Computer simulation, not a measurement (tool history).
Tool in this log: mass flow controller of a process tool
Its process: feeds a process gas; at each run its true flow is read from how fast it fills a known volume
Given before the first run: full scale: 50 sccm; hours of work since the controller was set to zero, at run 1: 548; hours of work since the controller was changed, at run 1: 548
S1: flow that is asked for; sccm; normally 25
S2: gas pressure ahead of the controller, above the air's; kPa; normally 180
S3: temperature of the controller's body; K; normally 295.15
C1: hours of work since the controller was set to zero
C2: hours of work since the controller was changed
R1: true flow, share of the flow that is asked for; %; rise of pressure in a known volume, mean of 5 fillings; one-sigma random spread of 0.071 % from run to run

Run 1, hour 0: usual settings; C1 548; C2 548. Result: R1 99.51 %.
Run 2, hour 59.7: usual settings; C1 582; C2 582. Result: R1 99.2 %.
Run 3, hour 129.2: usual settings; C1 621; C2 621. Result: R1 99.43 %.
Run 4, hour 173.2: usual settings; C1 646; C2 646. Result: R1 99.48 %.
Run 5, hour 252.2: usual settings; C1 691; C2 691. Result: R1 99.16 %.
Run 6, hour 294.4: usual settings; C1 715; C2 715. Result: R1 99.31 %.
Run 7, hour 350.7: usual settings but S1 18 sccm; C1 747; C2 747. Result: R1 99.1 %.
Run 8, hour 429.7: usual settings but S1 15 sccm; C1 792; C2 792. Result: R1 98.58 %.
Run 9, hour 480.2: usual settings but S1 15 sccm; C1 821; C2 821. Result: R1 98.62 %.
Run 10, hour 556.1: usual settings but S1 14 sccm; C1 864; C2 864. Result: R1 98.22 %.
Run 11, hour 615.9: usual settings but S1 14 sccm; C1 898; C2 898. Result: R1 98.48 %.
Run 12, hour 687.3: usual settings but S1 7 sccm, S2 209 kPa, S3 301.15 K; C1 938; C2 938. Result: R1 96.43 %.
Run 13, hour 732: usual settings but S1 7 sccm, S2 209 kPa, S3 301.15 K; C1 964; C2 964. Result: R1 96.39 %.
Run 14, hour 786.7: usual settings but S1 7 sccm, S2 209 kPa, S3 301.15 K; C1 995; C2 995. Result: R1 96.39 %.
Run 15, hour 842.2: usual settings but S1 7 sccm, S2 181 kPa, S3 301.15 K; C1 1026; C2 1026. Result: R1 96.35 %.
Run 16, hour 882.2: usual settings but S1 7 sccm, S2 181 kPa, S3 301.15 K; C1 1049; C2 1049. Result: R1 96.11 %.
Run 17, hour 957.8: usual settings but S1 27 sccm, S2 181 kPa, S3 298.15 K; C1 1092; C2 1092. Result: R1 98.76 %.
Run 18, hour 1031.3: usual settings but S1 27 sccm, S2 269 kPa, S3 303.15 K; C1 1133; C2 1133. Result: R1 98.07 %.

Here are 3 independent what-if runs from the current tool condition. What would each one return?
Run A, hour 1079.2: usual settings but S1 8 sccm, S2 269 kPa, S3 303.15 K; C1 1161; C2 1161. Result: R1 ?.
Run B, hour 1079.2: usual settings but S1 27 sccm, S2 269 kPa, S3 298.15 K; C1 1161; C2 1161. Result: R1 ?.
Run C, hour 1079.2: usual settings but S1 14 sccm, S2 146 kPa, S3 300.15 K; C1 1161; C2 1161. Result: R1 ?.

run     R1
  A  96.02
  B  98.54
  C  97.75
Stripped of hidden state, with their random variation kept, the same runs would have yielded:
run     R1
  A  98.79
  B  99.51
  C  99.43
